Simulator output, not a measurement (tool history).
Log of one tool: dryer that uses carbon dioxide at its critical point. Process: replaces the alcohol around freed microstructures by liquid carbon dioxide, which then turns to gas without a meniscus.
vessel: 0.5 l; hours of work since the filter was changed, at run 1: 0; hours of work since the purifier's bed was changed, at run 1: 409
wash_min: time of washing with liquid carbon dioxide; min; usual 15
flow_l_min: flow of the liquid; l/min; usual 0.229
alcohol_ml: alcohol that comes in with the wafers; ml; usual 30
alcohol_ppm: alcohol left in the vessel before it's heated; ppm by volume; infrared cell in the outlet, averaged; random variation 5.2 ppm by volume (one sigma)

run,hour,wash_min,flow_l_min,alcohol_ml,hours of work since the filter was changed,hours of work since the purifier's bed was changed,alcohol_ppm
1,0.0,15,0.229,30,0,409,203
2,17.2,15,0.229,30,10,419,213
3,27.0,15,0.229,30,16,425,207
4,36.5,15,0.229,30,22,431,213
5,44.9,15,0.229,30,27,436,223
6,61.3,15,0.229,30,37,446,224
7,76.5,15,0.235,30,46,455,210
8,91.8,15,0.235,30,56,464,229
9,101.6,15,0.235,30,61,470,233
10,115.5,15,0.229,30,70,478,257
11,131.6,22,0.386,33,80,488,131
12,146.3,22,0.386,33,89,497,138
13,155.2,15,0.229,24,94,502,240
14,163.2,15,0.229,69,99,507,454
15,175.7,12,0.356,44,106,515,181
16,188.0,11,0.228,23,114,522,708
17,197.3,11,0.228,23,119,528,726
18,213.7,13,0.228,23,129,538,422
19,221.8,18,0.170,40,134,543,552
20,239.1,20,0.139,30,145,553,656

Forecast each of these 5 alternatives for the next run:
A,251.3,18,0.376,57,152,561,?
B,251.3,20,0.191,30,152,561,?
C,251.3,20,0.174,30,152,561,?
D,251.3,22,0.214,86,152,561,?
E,251.3,19,0.152,33,152,561,?

run,alcohol_ppm
A,146
B,233
C,300
D,216
E,639
Without the tool's hidden state the same runs would have given:
run,alcohol_ppm
A,2
B,34
C,72
D,31
E,260
